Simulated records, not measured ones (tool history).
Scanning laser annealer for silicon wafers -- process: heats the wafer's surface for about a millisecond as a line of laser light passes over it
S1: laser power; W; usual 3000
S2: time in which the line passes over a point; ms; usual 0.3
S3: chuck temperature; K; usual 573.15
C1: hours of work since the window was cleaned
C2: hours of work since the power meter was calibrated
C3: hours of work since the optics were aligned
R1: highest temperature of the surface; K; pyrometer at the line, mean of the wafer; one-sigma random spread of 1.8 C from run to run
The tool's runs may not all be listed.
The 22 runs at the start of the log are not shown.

run    hour    S1     S2      S3   C1   C2    C3       R1
 23   678.5  2555  0.261  585.15  120  507  1224  1135.15
 24   718.5  2613  0.345  577.15  139  525  1243  1234.15
 25   748.6  3010  0.345  569.15  153  539  1257  1337.15
 26   783.9  2961  0.347  559.15  170  556  1273  1320.15
 27   816.4  2961  0.347  559.15  185  571  1289  1315.15
 28   846.5  2739  0.214  574.15  199  585  1303  1105.15
 29   872.6  2739  0.214  574.15  211  598  1315  1105.15
 30   913.7  2739  0.214  574.15  230  617  1334  1105.15
 31   942.4  2990   0.23  553.15  244  630  1348  1162.15
      959.4  -- optics aligned, line set to its width
 32   975.9  2990   0.23  553.15  257  644     8  1180.15
 33   995.6  3042    0.3  596.15  266  653    17  1333.15
 34  1026.6  2885   0.23  590.15  281  667    31  1190.15
 35  1052.1  3171  0.217  573.15  293  679    43  1223.15
 36  1076.8  2563  0.342  595.15  304  691    55  1239.15

5 options for the next run, each taken on its own from the tool as it stands now. Forecast them:
  A  1116.1  2563  0.294  595.15  323  709  73   ?
  B  1116.1  2563  0.336  595.15  323  709  73   ?
  C  1116.1  3057    0.3  535.15  323  709  73   ?
  D  1116.1  3010    0.3  548.15  323  709  73   ?
  E  1116.1  3098  0.332  538.15  323  709  73   ?

run       R1
  A  1189.15
  B  1235.15
  C  1271.15
  D  1270.15
  E  1327.15
Stripped of hidden state, with their random variation kept, the same runs would have yielded:
run       R1
  A  1210.15
  B  1257.15
  C  1296.15
  D  1295.15
  E  1355.15
